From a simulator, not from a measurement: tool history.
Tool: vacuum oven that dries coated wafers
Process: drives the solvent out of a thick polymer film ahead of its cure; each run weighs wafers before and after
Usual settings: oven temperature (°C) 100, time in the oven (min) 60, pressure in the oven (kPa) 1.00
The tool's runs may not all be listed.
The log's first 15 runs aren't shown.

| run | day | oven temperature (°C) | time in the oven (min) | pressure in the oven (kPa) | hours of work since the thermocouples were calibrated | hours of work since the vacuum gauge was cleaned of residue | solvent left in the film (%) |
|---|---|---|---|---|---|---|---|
| 16 | 26.092 | 100 | 70 | 1.00 | 387 | 696 | 1.37 |
| 17 | 27.296 | 100 | 70 | 1.00 | 407 | 716 | 1.37 |
| 18 | 29.083 | 100 | 60 | 1.00 | 436 | 745 | 1.80 |
| 19 | 30.600 | 100 | 60 | 1.00 | 460 | 769 | 1.88 |
| 20 | 33.288 | 100 | 60 | 1.00 | 504 | 813 | 1.84 |
| 21 | 35.267 | 100 | 60 | 1.48 | 536 | 845 | 2.01 |
| 22 | 36.650 | 100 | 60 | 1.48 | 558 | 867 | 1.97 |
| 23 | 38.742 | 97 | 54 | 1.21 | 592 | 901 | 3.23 |
| 24 | 40.917 | 97 | 92 | 1.21 | 627 | 936 | 1.29 |
| 25 | 43.412 | 97 | 92 | 1.21 | 668 | 977 | 1.40 |
| 26 | 44.917 | 97 | 92 | 1.21 | 692 | 1001 | 1.28 |
| 27 | 46.650 | 99 | 56 | 0.57 | 720 | 1029 | 2.21 |
| 28 | 47.975 | 99 | 56 | 0.57 | 742 | 1051 | 2.27 |
| 29 | 49.771 | 114 | 34 | 2.12 | 771 | 1080 | 1.10 |
| 30 | 51.946 | 114 | 34 | 2.12 | 806 | 1115 | 1.11 |
| 31 | 53.862 | 114 | 34 | 2.12 | 837 | 1146 | 1.05 |
| 32 | 55.962 | 101 | 34 | 0.80 | 871 | 1180 | 4.44 |
| 33 | 58.017 | 105 | 52 | 0.80 | 904 | 1214 | 1.22 |
| 34 | 59.488 | 100 | 54 | 1.00 | 928 | 1237 | 2.26 |
| 35 | 61.329 | 113 | 60 | 1.00 | 958 | 1267 | 0.34 |
| 36 | 63.367 | 113 | 60 | 1.00 | 991 | 1300 | 0.33 |
| 37 | 65.404 | 113 | 75 | 1.00 | 1024 | 1333 | 0.29 |

Forecast run 38:
| 38 | 67.012 | 113 | 73 | 1.00 | 1050 | 1359 | ? |

solvent left in the film (%): 0.34
Without the tool's hidden state the same run would have given solvent left in the film (%) 0.34.

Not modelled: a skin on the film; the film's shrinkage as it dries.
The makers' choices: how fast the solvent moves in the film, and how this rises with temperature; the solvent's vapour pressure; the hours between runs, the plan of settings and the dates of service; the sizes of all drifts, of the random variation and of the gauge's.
